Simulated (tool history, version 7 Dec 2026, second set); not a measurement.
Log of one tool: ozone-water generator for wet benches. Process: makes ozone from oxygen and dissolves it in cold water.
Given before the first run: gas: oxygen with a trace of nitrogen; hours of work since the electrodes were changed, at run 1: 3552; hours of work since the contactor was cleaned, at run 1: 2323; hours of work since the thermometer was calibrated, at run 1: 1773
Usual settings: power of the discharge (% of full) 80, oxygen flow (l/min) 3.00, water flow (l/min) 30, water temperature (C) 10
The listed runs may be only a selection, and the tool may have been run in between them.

| run | hour | power of the discharge (% of full) | oxygen flow (l/min) | water flow (l/min) | water temperature (C) | hours of work since the electrodes were changed | hours of work since the contactor was cleaned | hours of work since the thermometer was calibrated | dissolved ozone (ppm) | ozone in the gas ahead of the water (g/m3) |
|---|---|---|---|---|---|---|---|---|---|---|
| 1 | 0.0 | 80 | 3.00 | 30 | 10 | 3552 | 2323 | 1773 | 13.1 | 232.1 |
| 2 | 82.8 | 80 | 3.00 | 30 | 10 | 3632 | 2403 | 1854 | 12.9 | 234.1 |
| 3 | 175.0 | 80 | 3.00 | 30 | 10 | 3722 | 2493 | 1943 | 12.9 | 231.1 |
| 4 | 243.7 | 80 | 2.53 | 30 | 10 | 3788 | 2559 | 2010 | 11.7 | 242.6 |
| 5 | 309.7 | 80 | 2.53 | 30 | 16 | 3853 | 2623 | 2074 | 11.5 | 241.5 |
| 6 | 367.9 | 80 | 2.53 | 25 | 16 | 3909 | 2680 | 2131 | 13.7 | 241.5 |
| 7 | 452.1 | 80 | 4.10 | 30 | 10 | 3991 | 2762 | 2213 | 14.7 | 207.0 |
| 8 | 523.7 | 80 | 3.00 | 30 | 10 | 4060 | 2831 | 2282 | 13.0 | 230.1 |
| 9 | 616.4 | 80 | 3.00 | 30 | 10 | 4151 | 2921 | 2372 | 12.5 | 226.9 |
| 10 | 692.7 | 80 | 3.00 | 30 | 10 | 4225 | 2995 | 2446 | 12.6 | 226.1 |
| 11 | 757.9 | 80 | 3.00 | 30 | 10 | 4288 | 3059 | 2510 | 12.4 | 222.3 |
| 12 | 820.6 | 80 | 3.20 | 30 | 10 | 4349 | 3120 | 2570 | 12.9 | 219.9 |
| 13 | 879.2 | 80 | 3.00 | 30 | 10 | 4406 | 3177 | 2627 | 12.1 | 225.1 |
| 14 | 966.1 | 80 | 3.00 | 30 | 10 | 4490 | 3261 | 2712 | 12.4 | 223.6 |
| 15 | 1054.4 | 80 | 3.00 | 30 | 10 | 4576 | 3347 | 2797 | 12.3 | 225.1 |
| 16 | 1144.2 | 80 | 3.00 | 30 | 10 | 4663 | 3434 | 2885 | 12.1 | 222.3 |
| 17 | 1203.1 | 99 | 3.00 | 39 | 10 | 4720 | 3491 | 2942 | 10.9 | 257.2 |
| 18 | 1266.7 | 99 | 3.00 | 45 | 10 | 4782 | 3553 | 3004 | 9.4 | 256.6 |
|  | 1274.0 | water thermometer calibrated |
| 19 | 1314.5 | 76 | 4.28 | 28 | 6 | 4828 | 3599 | 39 | 15.3 | 189.3 |
| 20 | 1396.4 | 67 | 2.02 | 28 | 6 | 4908 | 3678 | 119 | 9.7 | 219.1 |
| 21 | 1465.0 | 67 | 2.63 | 28 | 6 | 4974 | 3745 | 185 | 11.1 | 201.7 |
| 22 | 1507.9 | 80 | 3.00 | 21 | 6 | 5016 | 3787 | 227 | 17.5 | 219.9 |
| 23 | 1555.6 | 80 | 3.58 | 29 | 11 | 5062 | 3833 | 273 | 13.4 | 205.2 |
| 24 | 1618.6 | 80 | 3.01 | 29 | 5 | 5123 | 3894 | 335 | 12.9 | 216.1 |
| 25 | 1660.3 | 80 | 2.40 | 22 | 8 | 5164 | 3935 | 375 | 14.7 | 233.2 |
|  | 1665.1 | water thermometer calibrated, once more |
| 26 | 1762.0 | 45 | 3.00 | 30 | 10 | 5262 | 4033 | 94 | 7.7 | 142.3 |
| 27 | 1804.4 | 45 | 3.00 | 30 | 10 | 5303 | 4074 | 135 | 7.9 | 144.5 |
| 28 | 1854.1 | 45 | 3.00 | 30 | 10 | 5352 | 4123 | 184 | 7.9 | 142.5 |
| 29 | 1938.0 | 98 | 3.00 | 30 | 10 | 5433 | 4204 | 265 | 13.5 | 248.4 |
| 30 | 1985.5 | 98 | 3.00 | 47 | 10 | 5479 | 4250 | 311 | 8.7 | 246.9 |
| 31 | 2081.8 | 64 | 4.29 | 22 | 9 | 5573 | 4344 | 405 | 15.5 | 162.7 |
| 32 | 2170.0 | 64 | 4.29 | 22 | 9 | 5659 | 4429 | 490 | 15.6 | 163.3 |

Below, each run's measurement less what the same run would have read without the hidden state. Both values contain the same run-to-run variation, but the gauge's scatter may not be the same in both:
Hidden state present: yield of the discharge, % of new electrodes'; contactor's efficiency, % of a clean one's; true water temperature over the reading, C; drift of the gauge itself on ozone_ppm, %; drift of the gauge itself on gas_g_m3, %.
| run | dissolved ozone (ppm) | ozone in the gas ahead of the water (g/m3) |
|---|---|---|
| 1 | -2.4 | -34.4 |
| 2 | -2.5 | -35.7 |
| 3 | -2.6 | -36.2 |
| 4 | -2.3 | -38.8 |
| 5 | -2.3 | -39.3 |
| 6 | -2.8 | -39.9 |
| 7 | -3.2 | -35.0 |
| 8 | -2.8 | -39.5 |
| 9 | -2.9 | -40.0 |
| 10 | -2.9 | -40.9 |
| 11 | -3.0 | -41.1 |
| 12 | -3.1 | -41.1 |
| 13 | -3.1 | -42.8 |
| 14 | -3.0 | -43.3 |
| 15 | -3.2 | -44.4 |
| 16 | -3.2 | -45.0 |
| 17 | -3.3 | -61.6 |
| 18 | -2.9 | -62.4 |
| 19 | -4.1 | -38.3 |
| 20 | -2.4 | -40.6 |
| 21 | -2.7 | -37.7 |
| 22 | -4.8 | -48.3 |
| 23 | -3.9 | -45.7 |
| 24 | -3.8 | -48.9 |
| 25 | -4.3 | -53.2 |
| 26 | -1.5 | -19.0 |
| 27 | -1.6 | -19.4 |
| 28 | -1.6 | -19.4 |
| 29 | -4.8 | -69.9 |
| 30 | -3.2 | -70.0 |
| 31 | -4.3 | -33.7 |
| 32 | -4.4 | -34.3 |

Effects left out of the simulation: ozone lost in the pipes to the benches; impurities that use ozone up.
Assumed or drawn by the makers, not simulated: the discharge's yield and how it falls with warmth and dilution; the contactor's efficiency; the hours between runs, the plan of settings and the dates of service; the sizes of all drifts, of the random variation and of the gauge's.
